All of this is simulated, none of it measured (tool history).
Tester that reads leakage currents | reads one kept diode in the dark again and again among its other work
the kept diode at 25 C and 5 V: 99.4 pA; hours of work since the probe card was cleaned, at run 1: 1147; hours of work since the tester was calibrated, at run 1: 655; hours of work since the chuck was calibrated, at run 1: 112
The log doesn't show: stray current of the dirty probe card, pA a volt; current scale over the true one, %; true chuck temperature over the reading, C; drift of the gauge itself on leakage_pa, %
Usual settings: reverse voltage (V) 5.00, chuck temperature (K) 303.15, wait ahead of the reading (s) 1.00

run	hour	reverse voltage (V)	chuck temperature (K)	wait ahead of the reading (s)	hours of work since the probe card was cleaned	hours of work since the tester was calibrated	hours of work since the chuck was calibrated	current that the tester gives (pA)
1	0.0	5.00	303.15	1.00	1147	655	112	155.10
2	32.3	5.00	303.15	1.00	1161	669	126	154.59
3	54.1	5.00	303.15	1.00	1170	678	135	155.64
4	79.4	5.00	303.15	1.00	1181	689	146	154.68
5	100.9	5.00	303.15	8.85	1190	698	155	152.71
6	128.9	5.00	303.15	0.33	1202	710	167	158.33
7	144.4	5.00	303.15	0.33	1209	717	174	158.69
8	167.4	5.00	303.15	0.33	1219	727	184	158.60
# hour 171.6: tester calibrated
9	194.0	5.00	303.15	0.33	1229	10	194	158.44
10	227.7	16.81	301.15	3.67	1244	24	209	204.78

The next listed run, before its measurement:
11	244.6	16.81	301.15	3.67	1251	31	216	?

{"run 11": {"current that the tester gives (pA)": 204.56}}
Without the tool's hidden state the same run would have given current that the tester gives (pA) 200.97.

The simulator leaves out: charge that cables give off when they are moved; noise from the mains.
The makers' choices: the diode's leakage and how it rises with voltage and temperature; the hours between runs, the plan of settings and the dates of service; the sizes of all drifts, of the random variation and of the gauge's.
